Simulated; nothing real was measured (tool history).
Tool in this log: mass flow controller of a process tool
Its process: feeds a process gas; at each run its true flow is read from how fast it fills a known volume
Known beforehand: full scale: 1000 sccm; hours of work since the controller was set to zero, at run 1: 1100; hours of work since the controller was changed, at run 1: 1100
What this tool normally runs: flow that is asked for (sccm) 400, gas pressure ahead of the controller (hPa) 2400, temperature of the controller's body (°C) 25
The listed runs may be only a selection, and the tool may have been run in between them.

run,hour,flow that is asked for (sccm),gas pressure ahead of the controller (hPa),temperature of the controller's body (°C),hours of work since the controller was set to zero,hours of work since the controller was changed,true flow (%)
1,0.0,400,2400,25,1100,1100,98.82
2,58.9,400,2400,25,1134,1134,98.90
3,96.5,400,2400,25,1155,1155,99.00
4,144.6,400,2400,25,1182,1182,98.88
5,201.2,400,2400,25,1215,1215,98.81
6,272.9,400,2400,25,1255,1255,98.81
7,333.4,400,2400,25,1290,1290,98.78
8,409.6,400,2400,25,1333,1333,98.85
9,467.5,400,2400,25,1366,1366,98.77
10,544.4,400,2400,25,1410,1410,98.86
11,616.9,400,2400,25,1451,1451,98.88
12,690.5,400,2400,25,1493,1493,98.67
13,755.1,400,2400,25,1530,1530,98.90
14,819.6,400,2400,25,1567,1567,98.75
15,858.0,400,2400,25,1589,1589,98.91
16,911.3,400,2400,25,1619,1619,98.69
17,995.0,400,1870,25,1667,1667,98.34
18,1058.0,400,2400,25,1703,1703,98.54
19,1117.4,400,2400,25,1736,1736,98.75
20,1164.7,400,2400,25,1763,1763,98.73
21,1236.2,400,2400,25,1804,1804,98.50
22,1309.1,400,2400,25,1846,1846,98.72
23,1348.6,400,2400,25,1868,1868,98.71
24,1404.2,400,2040,25,1900,1900,98.52
25,1465.9,459,1400,36,1935,1935,99.14
26,1508.5,459,1570,27,1959,1959,98.60
27,1574.0,116,1830,23,1997,1997,95.49
28,1614.2,116,1830,23,2019,2019,95.55
29,1665.8,394,1960,22,2049,2049,98.19
30,1709.6,394,1960,22,2074,2074,98.28
31,1768.9,113,1960,22,2108,2108,95.25
32,1807.8,794,1730,34,2130,2130,99.98
33,1850.3,794,1680,27,2154,2154,99.47
34,1916.8,794,1680,27,2192,2192,99.50
35,1997.0,794,1680,27,2237,2237,99.50
36,2045.1,400,2400,29,2265,2265,98.74
37,2123.8,117,2150,33,2310,2310,96.02
38,2209.7,117,2150,24,2359,2359,95.38
39,2295.6,121,2180,38,2408,2408,96.50
40,2351.8,121,2180,38,2439,2439,96.31
41,2398.4,153,2180,33,2466,2466,96.78
42,2474.0,153,1660,33,2509,2509,96.54
43,2525.3,153,1660,33,2538,2538,96.52
44,2568.1,294,2400,23,2563,2563,97.85
45,2653.2,283,1570,20,2611,2611,96.99
46,2720.2,283,1570,20,2649,2649,96.94
47,2767.5,283,1570,20,2676,2676,97.18
48,2820.9,875,1850,29,2707,2707,99.93

3 ways to go on from here, each from the tool as it stands after run 48. What would each give?
A,2859.4,354,2400,26,2729,2729,?
B,2859.4,875,1950,23,2729,2729,?
C,2859.4,291,1600,33,2729,2729,?

run,true flow (%)
A,98.38
B,99.40
C,98.06
With no hidden state in the tool, these same runs would have given:
run,true flow (%)
A,99.52
B,99.67
C,99.50
